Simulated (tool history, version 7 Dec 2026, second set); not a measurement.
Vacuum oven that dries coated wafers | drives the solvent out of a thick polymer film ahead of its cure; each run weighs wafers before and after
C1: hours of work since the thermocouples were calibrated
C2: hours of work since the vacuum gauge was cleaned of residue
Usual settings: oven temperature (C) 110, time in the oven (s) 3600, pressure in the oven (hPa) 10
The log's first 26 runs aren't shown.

run 27 hour=642 | oven_temperature_(C)=110 time_in_the_oven_(s)=3180 pressure_in_the_oven_(hPa)=13.2 | C1=154 C2=997 | solvent_left_in_the_film_(%)=1.48
run 28 hour=658.4 | oven_temperature_(C)=110 time_in_the_oven_(s)=3180 pressure_in_the_oven_(hPa)=13.2 | C1=166 C2=1009 | solvent_left_in_the_film_(%)=1.47
run 29 hour=688.5 | oven_temperature_(C)=110 time_in_the_oven_(s)=3180 pressure_in_the_oven_(hPa)=13.2 | C1=188 C2=1031 | solvent_left_in_the_film_(%)=1.46
run 30 hour=709.4 | oven_temperature_(C)=110 time_in_the_oven_(s)=3180 pressure_in_the_oven_(hPa)=13.2 | C1=204 C2=1047 | solvent_left_in_the_film_(%)=1.5
run 31 hour=731 | oven_temperature_(C)=110 time_in_the_oven_(s)=3180 pressure_in_the_oven_(hPa)=13.2 | C1=220 C2=1063 | solvent_left_in_the_film_(%)=1.5
run 32 hour=767.7 | oven_temperature_(C)=110 time_in_the_oven_(s)=3180 pressure_in_the_oven_(hPa)=13.2 | C1=247 C2=1090 | solvent_left_in_the_film_(%)=1.53
run 33 hour=790.5 | oven_temperature_(C)=123 time_in_the_oven_(s)=2580 pressure_in_the_oven_(hPa)=9.3 | C1=264 C2=1107 | solvent_left_in_the_film_(%)=0.38
run 34 hour=821.9 | oven_temperature_(C)=118 time_in_the_oven_(s)=2580 pressure_in_the_oven_(hPa)=9.3 | C1=288 C2=1130 | solvent_left_in_the_film_(%)=0.69
run 35 hour=840.2 | oven_temperature_(C)=118 time_in_the_oven_(s)=2580 pressure_in_the_oven_(hPa)=9.3 | C1=301 C2=1144 | solvent_left_in_the_film_(%)=0.73
run 36 hour=874.3 | oven_temperature_(C)=118 time_in_the_oven_(s)=2580 pressure_in_the_oven_(hPa)=9.3 | C1=327 C2=1169 | solvent_left_in_the_film_(%)=0.68
run 37 hour=892.5 | oven_temperature_(C)=118 time_in_the_oven_(s)=2580 pressure_in_the_oven_(hPa)=9.3 | C1=340 C2=1183 | solvent_left_in_the_film_(%)=0.76
run 38 hour=926.6 | oven_temperature_(C)=118 time_in_the_oven_(s)=2580 pressure_in_the_oven_(hPa)=9.3 | C1=366 C2=1208 | solvent_left_in_the_film_(%)=0.75
run 39 hour=960.8 | oven_temperature_(C)=118 time_in_the_oven_(s)=3720 pressure_in_the_oven_(hPa)=9.3 | C1=391 C2=1234 | solvent_left_in_the_film_(%)=0.47
run 40 hour=976.1 | oven_temperature_(C)=110 time_in_the_oven_(s)=6300 pressure_in_the_oven_(hPa)=8.5 | C1=402 C2=1245 | solvent_left_in_the_film_(%)=0.67
run 41 hour=1008.5 | oven_temperature_(C)=118 time_in_the_oven_(s)=4260 pressure_in_the_oven_(hPa)=8.5 | C1=427 C2=1269 | solvent_left_in_the_film_(%)=0.53
run 42 hour=1023.9 | oven_temperature_(C)=118 time_in_the_oven_(s)=1860 pressure_in_the_oven_(hPa)=18.8 | C1=438 C2=1281 | solvent_left_in_the_film_(%)=1.6
run 43 hour=1051.6 | oven_temperature_(C)=111 time_in_the_oven_(s)=2400 pressure_in_the_oven_(hPa)=31.4 | C1=459 C2=1302 | solvent_left_in_the_film_(%)=2.92
run 44 hour=1070.1 | oven_temperature_(C)=100 time_in_the_oven_(s)=3360 pressure_in_the_oven_(hPa)=6.2 | C1=472 C2=1315 | solvent_left_in_the_film_(%)=3.67

Run 45 comes next. What will it give?
run 45 hour=1088.2 | oven_temperature_(C)=100 time_in_the_oven_(s)=3360 pressure_in_the_oven_(hPa)=6.2 | C1=486 C2=1329 | solvent_left_in_the_film_(%)=?

{"run 45": {"solvent left in the film (%)": 3.69}}
Without the tool's hidden state the same run would have given solvent left in the film (%) 3.19.

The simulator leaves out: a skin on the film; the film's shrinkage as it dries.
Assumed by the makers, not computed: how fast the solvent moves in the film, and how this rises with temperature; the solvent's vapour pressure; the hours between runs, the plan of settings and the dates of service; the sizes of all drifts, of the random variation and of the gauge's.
